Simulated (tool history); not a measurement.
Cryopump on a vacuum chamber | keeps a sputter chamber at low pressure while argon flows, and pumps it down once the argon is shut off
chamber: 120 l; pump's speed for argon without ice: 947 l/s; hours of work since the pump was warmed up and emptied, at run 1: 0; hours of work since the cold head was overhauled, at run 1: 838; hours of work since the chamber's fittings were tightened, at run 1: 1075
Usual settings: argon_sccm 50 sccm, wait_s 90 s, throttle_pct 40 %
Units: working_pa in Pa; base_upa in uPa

| run | hour | argon_sccm | wait_s | throttle_pct | hours of work since the pump was warmed up and emptied | hours of work since the cold head was overhauled | hours of work since the chamber's fittings were tightened | working_pa | base_upa |
|---|---|---|---|---|---|---|---|---|---|
| 1 | 0 | 50 | 90 | 40 | 0 | 838 | 1075 | 0.2222 | 1.62 |
| 2 | 75.1 | 50 | 90 | 40 | 38 | 877 | 1113 | 0.2259 | 1.67 |
| 3 | 144.5 | 50 | 90 | 40 | 74 | 912 | 1149 | 0.2263 | 1.66 |
| 4 | 213.5 | 50 | 28 | 40 | 109 | 947 | 1184 | 0.2295 | 3.78 |
| 5 | 283.7 | 50 | 141 | 40 | 144 | 983 | 1220 | 0.2283 | 1.39 |
| 6 | 344.2 | 50 | 141 | 40 | 175 | 1014 | 1250 | 0.2296 | 1.41 |
| 7 | 398.8 | 50 | 90 | 40 | 203 | 1041 | 1278 | 0.2308 | 1.78 |
| 8 | 468.4 | 50 | 90 | 40 | 238 | 1077 | 1314 | 0.2323 | 1.79 |
| 9 | 540.2 | 50 | 90 | 40 | 275 | 1113 | 1350 | 0.2332 | 1.82 |
| 10 | 607.4 | 50 | 90 | 40 | 309 | 1147 | 1384 | 0.2352 | 1.75 |
| 11 | 658.9 | 50 | 90 | 40 | 335 | 1174 | 1411 | 0.2377 | 1.82 |
| 12 | 734.8 | 50 | 90 | 40 | 374 | 1212 | 1449 | 0.2379 | 1.8 |
| 13 | 786.5 | 86 | 90 | 40 | 400 | 1239 | 1476 | 0.4101 | 1.95 |
| 14 | 843.2 | 41 | 65 | 26 | 429 | 1268 | 1504 | 0.2961 | 2.29 |
| 15 | 915.4 | 43 | 31 | 42 | 466 | 1304 | 1541 | 0.2008 | 3.74 |
| 16 | 963.1 | 49 | 29 | 23 | 490 | 1329 | 1565 | 0.4031 | 4.05 |
| 17 | 1031.2 | 100 | 219 | 43 | 525 | 1363 | 1600 | 0.4613 | 1.42 |
| 18 | 1074 | 63 | 90 | 40 | 547 | 1385 | 1622 | 0.3147 | 2.01 |
| 19 | 1136.2 | 33 | 38 | 41 | 578 | 1417 | 1654 | 0.1608 | 3.34 |
| 20 | 1172 | 33 | 38 | 41 | 597 | 1435 | 1672 | 0.161 | 3.33 |
| 21 | 1226.9 | 21 | 27 | 30 | 625 | 1463 | 1700 | 0.1369 | 4.38 |
| 22 | 1280.6 | 38 | 189 | 30 | 652 | 1490 | 1727 | 0.2468 | 1.58 |
| 23 | 1325.6 | 30 | 62 | 23 | 675 | 1513 | 1750 | 0.2528 | 2.54 |

The same runs without the tool's hidden state, with the same run-to-run variation:
The hidden state here: pump's speed, % of a pump's without ice; cold plate's temperature, K; leak into the chamber, uPa l/s; drift of the gauge itself on working_pa, %; drift of the gauge itself on base_upa, %.
| run | working_pa | base_upa |
|---|---|---|
| 1 | 0.2213 | 1.25 |
| 2 | 0.2236 | 1.27 |
| 3 | 0.2228 | 1.24 |
| 4 | 0.2249 | 3.35 |
| 5 | 0.2224 | 0.94 |
| 6 | 0.2225 | 0.93 |
| 7 | 0.2226 | 1.27 |
| 8 | 0.2226 | 1.27 |
| 9 | 0.2221 | 1.27 |
| 10 | 0.2226 | 1.21 |
| 11 | 0.224 | 1.25 |
| 12 | 0.2227 | 1.22 |
| 13 | 0.382 | 1.31 |
| 14 | 0.2816 | 1.65 |
| 15 | 0.1839 | 3.08 |
| 16 | 0.3828 | 3.35 |
| 17 | 0.4164 | 0.71 |
| 18 | 0.2847 | 1.27 |
| 19 | 0.1442 | 2.58 |
| 20 | 0.1437 | 2.56 |
| 21 | 0.1253 | 3.56 |
| 22 | 0.2247 | 0.76 |
| 23 | 0.2344 | 1.7 |
